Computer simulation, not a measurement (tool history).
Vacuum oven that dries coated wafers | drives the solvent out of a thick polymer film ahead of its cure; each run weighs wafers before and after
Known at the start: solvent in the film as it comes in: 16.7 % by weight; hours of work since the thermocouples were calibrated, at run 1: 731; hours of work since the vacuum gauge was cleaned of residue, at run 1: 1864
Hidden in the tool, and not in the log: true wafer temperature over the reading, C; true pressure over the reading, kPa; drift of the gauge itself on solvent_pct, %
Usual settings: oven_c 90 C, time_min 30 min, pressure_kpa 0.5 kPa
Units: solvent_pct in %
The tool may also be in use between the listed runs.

| run | hour | oven_c | time_min | pressure_kpa | hours of work since the thermocouples were calibrated | hours of work since the vacuum gauge was cleaned of residue | solvent_pct |
|---|---|---|---|---|---|---|---|
| 1 | 0 | 90 | 30 | 0.5 | 731 | 1864 | 1.59 |
|  | 92.5 | oven's thermocouples calibrated |
| 2 | 92.8 | 90 | 30 | 0.5 | 0 | 1914 | 1.69 |
| 3 | 209.7 | 90 | 30 | 0.5 | 65 | 1979 | 1.68 |
| 4 | 296.1 | 90 | 30 | 0.5 | 113 | 2027 | 1.76 |
| 5 | 386.8 | 90 | 30 | 0.5 | 163 | 2077 | 1.83 |
| 6 | 481.4 | 90 | 30 | 0.519 | 216 | 2130 | 1.77 |
|  | 577.7 | oven's thermocouples calibrated, once more |
| 7 | 577.7 | 90 | 30 | 0.519 | 0 | 2182 | 1.58 |
| 8 | 638.3 | 104 | 17 | 0.384 | 34 | 2215 | 1.11 |
| 9 | 714.6 | 82 | 45 | 1.214 | 76 | 2258 | 2.17 |

Forecast run 10:
| 10 | 784.6 | 82 | 45 | 1.214 | 115 | 2297 | ? |

Run 10 gave solvent_pct 2.28 %.
Without the tool's hidden state the same run would have given solvent_pct 1.88 %.

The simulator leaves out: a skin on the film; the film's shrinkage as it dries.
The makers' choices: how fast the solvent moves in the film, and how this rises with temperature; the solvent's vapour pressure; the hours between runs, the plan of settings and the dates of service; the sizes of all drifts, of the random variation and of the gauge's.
